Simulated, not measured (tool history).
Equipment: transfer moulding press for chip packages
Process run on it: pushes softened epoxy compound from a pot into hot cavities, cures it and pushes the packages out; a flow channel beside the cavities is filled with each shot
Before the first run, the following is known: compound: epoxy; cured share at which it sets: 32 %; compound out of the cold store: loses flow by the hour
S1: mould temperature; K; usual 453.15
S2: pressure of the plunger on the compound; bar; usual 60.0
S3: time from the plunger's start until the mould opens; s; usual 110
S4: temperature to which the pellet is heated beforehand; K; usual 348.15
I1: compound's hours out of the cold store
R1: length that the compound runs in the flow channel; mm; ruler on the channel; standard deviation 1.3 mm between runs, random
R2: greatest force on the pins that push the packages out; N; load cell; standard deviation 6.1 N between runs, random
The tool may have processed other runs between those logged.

Run 1, hour 0.0: usual settings; I1 40.2. Result: R1 532 mm, R2 422 N.
At hour 14.2: cavities cleaned with cleaning compound and waxed.
Run 2, hour 56.8: usual settings; I1 47.5. Result: R1 506 mm, R2 440 N.
At hour 65.0: cavities cleaned with cleaning compound and waxed.
Run 3, hour 101.5: usual settings; I1 23.4. Result: R1 582 mm, R2 439 N.
At hour 116.0: cavities cleaned with cleaning compound and waxed.
Run 4, hour 156.6: usual settings; I1 20.0. Result: R1 591 mm, R2 461 N.
At hour 168.5: cavities cleaned with cleaning compound and waxed.
Run 5, hour 201.1: usual settings; I1 45.7. Result: R1 506 mm, R2 417 N.
At hour 222.5: cavities cleaned with cleaning compound and waxed.
Run 6, hour 248.5: usual settings; I1 46.7. Result: R1 501 mm, R2 377 N.
At hour 254.9: plunger's sealing rings changed.
At hour 277.1: cavities cleaned with cleaning compound and waxed.
Run 7, hour 314.1: usual settings; I1 11.0. Result: R1 633 mm, R2 435 N.
At hour 329.0: cavities cleaned with cleaning compound and waxed.
Run 8, hour 349.6: usual settings but S4 344.15 K; I1 21.5. Result: R1 592 mm, R2 369 N.
At hour 382.4: cavities cleaned with cleaning compound and waxed.
Run 9, hour 397.9: usual settings but S4 344.15 K; I1 23.4. Result: R1 583 mm, R2 359 N.
At hour 430.4: mould's thermocouples calibrated.
At hour 438.1: cavities cleaned with cleaning compound and waxed.
Run 10, hour 474.1: usual settings but S2 47.6 bar; I1 35.5. Result: R1 481 mm, R2 438 N.
At hour 492.5: cavities cleaned with cleaning compound and waxed.
At hour 545.8: cavities cleaned with cleaning compound and waxed.
Run 11, hour 549.5: usual settings but S2 53.0 bar; I1 18.6. Result: R1 559 mm, R2 276 N.
At hour 584.8: plunger's sealing rings changed.
At hour 598.7: cavities cleaned with cleaning compound and waxed.
Run 12, hour 609.0: usual settings but S2 53.0 bar; I1 23.4. Result: R1 552 mm, R2 313 N.
At hour 651.7: cavities cleaned with cleaning compound and waxed.
Run 13, hour 671.5: usual settings but S2 53.0 bar; I1 37.6. Result: R1 507 mm, R2 374 N.
At hour 706.5: cavities cleaned with cleaning compound and waxed.
Run 14, hour 725.1: usual settings but S2 52.5 bar, S4 357.15 K; I1 9.8. Result: R1 592 mm, R2 368 N.
At hour 758.2: cavities cleaned with cleaning compound and waxed.
Run 15, hour 769.0: usual settings but S1 445.15 K, S2 58.3 bar, S3 91 s, S4 343.15 K; I1 43.6. Result: R1 526 mm, R2 605 N.

The next listed run, before its measurement:
At hour 813.3: cavities cleaned with cleaning compound and waxed.
Run 16, hour 813.4: usual settings but S2 68.7 bar, S3 100 s; I1 45.6. Result: R1 ?, R2 ?.

Run 16 gave R1 544 mm, R2 250 N.
Minus the tool's unlogged condition, the same run would have read R1 554 mm, R2 251 N.
